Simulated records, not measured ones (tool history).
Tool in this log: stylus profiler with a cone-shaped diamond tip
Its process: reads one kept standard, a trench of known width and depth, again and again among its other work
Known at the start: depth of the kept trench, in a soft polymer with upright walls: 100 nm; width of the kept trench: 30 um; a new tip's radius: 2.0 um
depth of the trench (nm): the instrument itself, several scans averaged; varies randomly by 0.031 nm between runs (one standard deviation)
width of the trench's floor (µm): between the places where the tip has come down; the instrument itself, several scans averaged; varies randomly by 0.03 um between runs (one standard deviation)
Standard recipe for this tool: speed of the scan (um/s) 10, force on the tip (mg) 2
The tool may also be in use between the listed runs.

| run | hour | speed of the scan (um/s) | force on the tip (mg) | depth of the trench (nm) | width of the trench's floor (µm) |
|---|---|---|---|---|---|
| 1 | 0 | 10 | 2 | 101.08 | 27.97 |
| 2 | 75.8 | 10 | 2 | 101.04 | 27.88 |
| 3 | 132.7 | 10 | 0.91 | 100.62 | 27.84 |
| 4 | 178.9 | 11 | 0.91 | 100.66 | 27.89 |
| 5 | 219.9 | 11 | 0.91 | 100.6 | 27.86 |
| 6 | 279.7 | 11 | 0.91 | 100.59 | 27.83 |
| 7 | 349.4 | 3 | 0.91 | 100.58 | 27.91 |
| 8 | 422.5 | 10 | 2 | 101.07 | 27.81 |
| 9 | 490.8 | 2 | 0.96 | 100.59 | 27.88 |
| 10 | 565.6 | 13 | 2.04 | 100.94 | 27.76 |
| 11 | 623.2 | 39 | 0.81 | 100.54 | 27.55 |
| 12 | 667.8 | 39 | 0.81 | 100.48 | 27.56 |
| 13 | 727.2 | 10 | 1.48 | 100.75 | 27.77 |
| 14 | 785.9 | 10 | 1.48 | 100.78 | 27.75 |
| 15 | 853.7 | 11 | 0.96 | 100.54 | 27.75 |
| 16 | 890.4 | 11 | 0.96 | 100.54 | 27.71 |

Measured minus without-hidden-state, run by run (identical run-to-run variation in each term; gauge scatter may differ):
Hidden state present: radius of the tip, um; height scale over the true one, %; drift of the gauge itself on depth_nm, %; drift of the gauge itself on floor_um, %.
| run | depth of the trench (nm) | width of the trench's floor (µm) |
|---|---|---|
| 1 | +0 | -0.79 |
| 2 | -0.01 | -0.8 |
| 3 | -0.02 | -0.82 |
| 4 | -0.01 | -0.82 |
| 5 | -0.02 | -0.83 |
| 6 | -0.03 | -0.85 |
| 7 | -0.04 | -0.86 |
| 8 | -0.04 | -0.87 |
| 9 | -0.05 | -0.89 |
| 10 | -0.05 | -0.9 |
| 11 | -0.07 | -0.91 |
| 12 | -0.06 | -0.92 |
| 13 | -0.08 | -0.93 |
| 14 | -0.08 | -0.94 |
| 15 | -0.09 | -0.95 |
| 16 | -0.09 | -0.97 |
